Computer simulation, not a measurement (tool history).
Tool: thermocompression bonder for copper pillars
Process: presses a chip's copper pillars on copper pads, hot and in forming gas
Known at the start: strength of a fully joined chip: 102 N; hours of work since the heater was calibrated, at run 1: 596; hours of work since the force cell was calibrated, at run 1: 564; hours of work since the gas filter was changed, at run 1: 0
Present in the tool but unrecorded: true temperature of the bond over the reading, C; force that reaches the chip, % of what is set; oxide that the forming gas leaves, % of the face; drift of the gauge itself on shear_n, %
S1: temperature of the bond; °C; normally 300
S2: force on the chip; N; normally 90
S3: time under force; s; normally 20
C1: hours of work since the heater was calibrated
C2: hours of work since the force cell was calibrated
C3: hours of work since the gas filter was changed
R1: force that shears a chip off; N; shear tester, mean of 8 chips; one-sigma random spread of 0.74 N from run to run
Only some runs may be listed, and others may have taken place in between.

run	day	S1	S2	S3	C1	C2	C3	R1
1	0.000	300	90	20	596	564	0	49.5
2	1.750	300	90	20	619	587	23	47.8
3	3.292	300	90	20	639	607	44	48.7
4	4.421	300	90	15	654	622	59	42.9
5	5.292	300	90	15	666	634	70	42.5
6	6.217	300	90	11	678	646	82	37.6
7	7.275	326	90	20	692	660	96	58.7
8	8.321	326	90	48	706	674	110	71.2
9	9.275	300	90	46	718	687	123	59.2
10	10.796	300	90	46	738	707	143	58.6
# day 11.317: heater calibrated with a thermocouple chip
11	12.262	300	90	46	13	725	161	57.1
# day 13.654: forming gas filter changed
12	13.733	300	90	46	32	744	1	61.5
13	15.388	300	90	46	54	766	23	60.7
14	16.300	300	90	20	66	778	35	45.7
# day 17.375: force cell calibrated
15	17.500	300	90	20	81	2	50	47.0
# day 18.346: heater calibrated with a thermocouple chip, once more
16	18.521	300	101	50	2	14	62	73.0
17	19.508	300	90	59	15	27	76	69.8
18	20.367	300	114	59	27	38	87	78.0
19	21.212	300	96	31	38	50	98	61.5
20	22.167	300	111	20	51	62	111	56.4
21	23.812	317	121	54	72	84	132	81.3
22	25.242	316	90	37	91	103	151	66.5
23	26.317	316	133	37	105	117	166	77.1
24	27.183	275	90	14	117	129	177	31.9
# day 27.371: forming gas filter changed
25	28.483	304	90	22	134	146	15	56.0
26	29.312	300	95	33	145	157	26	63.3
27	30.146	315	56	20	156	168	37	45.0
28	30.988	315	56	20	167	179	48	45.4

Difference, measured minus no-hidden-state, one row per run. Run-to-run variation is common to both terms; the gauge's own scatter need not be:
run	R1
1	-4.3
2	-5.1
3	-5.8
4	-6.0
5	-6.2
6	-6.2
7	-8.4
8	-9.2
9	-9.8
10	-10.5
11	-13.0
12	-7.8
13	-8.8
14	-8.4
15	-5.8
16	-2.5
17	-3.0
18	-4.0
19	-3.6
20	-3.9
21	-6.6
22	-6.5
23	-8.1
24	-4.1
25	-1.5
26	-2.0
27	-1.9
28	-2.3

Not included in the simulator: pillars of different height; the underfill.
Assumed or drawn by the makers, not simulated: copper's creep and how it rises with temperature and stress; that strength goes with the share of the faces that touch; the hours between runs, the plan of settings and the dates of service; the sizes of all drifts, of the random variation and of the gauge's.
